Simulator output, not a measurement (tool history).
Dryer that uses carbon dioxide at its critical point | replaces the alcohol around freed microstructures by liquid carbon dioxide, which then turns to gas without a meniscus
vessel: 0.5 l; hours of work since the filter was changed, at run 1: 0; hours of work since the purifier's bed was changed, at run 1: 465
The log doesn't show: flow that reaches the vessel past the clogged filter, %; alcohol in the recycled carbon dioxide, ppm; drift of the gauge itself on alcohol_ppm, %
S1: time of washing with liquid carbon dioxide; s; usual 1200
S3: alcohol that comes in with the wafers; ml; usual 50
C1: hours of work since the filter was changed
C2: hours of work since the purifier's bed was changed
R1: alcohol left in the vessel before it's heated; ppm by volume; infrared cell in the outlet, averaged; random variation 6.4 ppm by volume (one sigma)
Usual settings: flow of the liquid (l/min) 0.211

Run 1, hour 0: usual settings; C1 0; C2 465. Result: R1 295 ppm by volume.
Run 2, hour 65.8: usual settings; C1 25; C2 490. Result: R1 296 ppm by volume.
Run 3, hour 95.1: usual settings; C1 36; C2 501. Result: R1 308 ppm by volume.
Run 4, hour 139.3: usual settings; C1 53; C2 518. Result: R1 300 ppm by volume.
Run 5, hour 195.3: usual settings; C1 75; C2 539. Result: R1 312 ppm by volume.
Run 6, hour 240.7: usual settings but flow of the liquid (l/min) 0.168; C1 92; C2 557. Result: R1 937 ppm by volume.
Run 7, hour 297.4: usual settings but flow of the liquid (l/min) 0.133; C1 114; C2 578. Result: R1 2403 ppm by volume.
Run 8, hour 355.1: usual settings but flow of the liquid (l/min) 0.133; C1 136; C2 600. Result: R1 2411 ppm by volume.
Run 9, hour 415.7: usual settings but flow of the liquid (l/min) 0.133; C1 159; C2 623. Result: R1 2311 ppm by volume.
Run 10, hour 462: usual settings; C1 176; C2 641. Result: R1 333 ppm by volume.
Run 11, hour 523.6: usual settings; C1 200; C2 665. Result: R1 337 ppm by volume.
Run 12, hour 573.5: usual settings but S1 960 s; C1 219; C2 684. Result: R1 1036 ppm by volume.
Run 13, hour 639.8: usual settings but S1 960 s, S3 42 ml; C1 244; C2 709. Result: R1 871 ppm by volume.
Run 14, hour 704.1: usual settings but S1 960 s, S3 42 ml; C1 269; C2 734. Result: R1 897 ppm by volume.
Run 15, hour 746.5: usual settings but S1 960 s, S3 80 ml; C1 285; C2 750. Result: R1 1653 ppm by volume.
Run 16, hour 803.6: usual settings but S1 960 s, S3 80 ml; C1 307; C2 772. Result: R1 1688 ppm by volume.
Run 17, hour 861.1: usual settings but S1 960 s, S3 80 ml; C1 329; C2 794. Result: R1 1714 ppm by volume.
Run 18, hour 908.8: usual settings but S1 960 s, S3 80 ml; C1 347; C2 812. Result: R1 1704 ppm by volume.
Run 19, hour 949.8: usual settings; C1 363; C2 827. Result: R1 369 ppm by volume.
Run 20, hour 1000.5: usual settings; C1 382; C2 847. Result: R1 387 ppm by volume.
Run 21, hour 1047.1: usual settings; C1 400; C2 865. Result: R1 383 ppm by volume.
Run 22, hour 1089.7: usual settings; C1 416; C2 881. Result: R1 386 ppm by volume.
Run 23, hour 1132.8: usual settings; C1 433; C2 897. Result: R1 388 ppm by volume.
Run 24, hour 1180.6: usual settings but S1 720 s, flow of the liquid (l/min) 0.18, S3 47 ml; C1 451; C2 916. Result: R1 5142 ppm by volume.
Run 25, hour 1211.7: usual settings but S1 720 s, flow of the liquid (l/min) 0.156, S3 65 ml; C1 463; C2 927. Result: R1 10370 ppm by volume.
Run 26, hour 1239.2: usual settings but S1 1740 s, flow of the liquid (l/min) 0.157, S3 82 ml; C1 473; C2 938. Result: R1 389 ppm by volume.
Run 27, hour 1284.7: usual settings but S1 1740 s, flow of the liquid (l/min) 0.157, S3 82 ml; C1 491; C2 955. Result: R1 403 ppm by volume.
Run 28, hour 1344.6: usual settings but S1 1740 s, flow of the liquid (l/min) 0.157, S3 82 ml; C1 513; C2 978. Result: R1 399 ppm by volume.
At hour 1386: inlet filter changed.
Run 29, hour 1405: usual settings but S1 1740 s, flow of the liquid (l/min) 0.346, S3 48 ml; C1 7; C2 1001. Result: R1 39 ppm by volume.
Run 30, hour 1453: usual settings but S1 1740 s, flow of the liquid (l/min) 0.346, S3 48 ml; C1 26; C2 1019. Result: R1 27 ppm by volume.
Run 31, hour 1490.3: usual settings but S1 1020 s, S3 84 ml; C1 40; C2 1033. Result: R1 1124 ppm by volume.
Run 32, hour 1555.8: usual settings but S1 840 s, flow of the liquid (l/min) 0.182, S3 47 ml; C1 65; C2 1058. Result: R1 2671 ppm by volume.
Run 33, hour 1585.7: usual settings but S1 960 s, flow of the liquid (l/min) 0.32, S3 37 ml; C1 76; C2 1070. Result: R1 104 ppm by volume.
Run 34, hour 1626.9: usual settings but S1 780 s, flow of the liquid (l/min) 0.32, S3 37 ml; C1 92; C2 1086. Result: R1 294 ppm by volume.
Run 35, hour 1665.2: usual settings but S1 1500 s, S3 34 ml; C1 107; C2 1100. Result: R1 86 ppm by volume.
Run 36, hour 1729.4: usual settings but S1 780 s, flow of the liquid (l/min) 0.277, S3 41 ml; C1 131; C2 1125. Result: R1 631 ppm by volume.
Run 37, hour 1762.2: usual settings but S1 780 s, flow of the liquid (l/min) 0.144, S3 63 ml; C1 144; C2 1137. Result: R1 8676 ppm by volume.
At hour 1806: purifier's bed changed.
Run 38, hour 1826.4: usual settings but S1 780 s, flow of the liquid (l/min) 0.218, S3 81 ml; C1 167; C2 8. Result: R1 3232 ppm by volume.
Run 39, hour 1878.7: usual settings but flow of the liquid (l/min) 0.345; C1 187; C2 28. Result: R1 21 ppm by volume.
Run 40, hour 1929.6: usual settings but flow of the liquid (l/min) 0.145, S3 56 ml; C1 206; C2 47. Result: R1 1898 ppm by volume.
Run 41, hour 1961.1: usual settings but S1 1320 s, flow of the liquid (l/min) 0.328, S3 47 ml; C1 218; C2 59. Result: R1 12 ppm by volume.
Run 42, hour 1999: usual settings but S1 1320 s, flow of the liquid (l/min) 0.328, S3 47 ml; C1 233; C2 74. Result: R1 10 ppm by volume.
Run 43, hour 2049.5: usual settings but S1 1320 s, flow of the liquid (l/min) 0.328, S3 47 ml; C1 252; C2 93. Result: R1 15 ppm by volume.

3 ways to go on from here, each from the tool as it stands after run 43. What would each give?
Run A, hour 2079.1: usual settings but S3 22 ml; C1 264; C2 104. Result: R1 ?.
Run B, hour 2079.1: usual settings but S1 780 s, flow of the liquid (l/min) 0.328, S3 47 ml; C1 264; C2 104. Result: R1 ?.
Run C, hour 2079.1: usual settings but S3 85 ml; C1 264; C2 104. Result: R1 ?.

run   R1
  A  145
  B  334
  C  556
Without the tool's hidden state the same runs would have given:
run   R1
  A  117
  B  275
  C  455

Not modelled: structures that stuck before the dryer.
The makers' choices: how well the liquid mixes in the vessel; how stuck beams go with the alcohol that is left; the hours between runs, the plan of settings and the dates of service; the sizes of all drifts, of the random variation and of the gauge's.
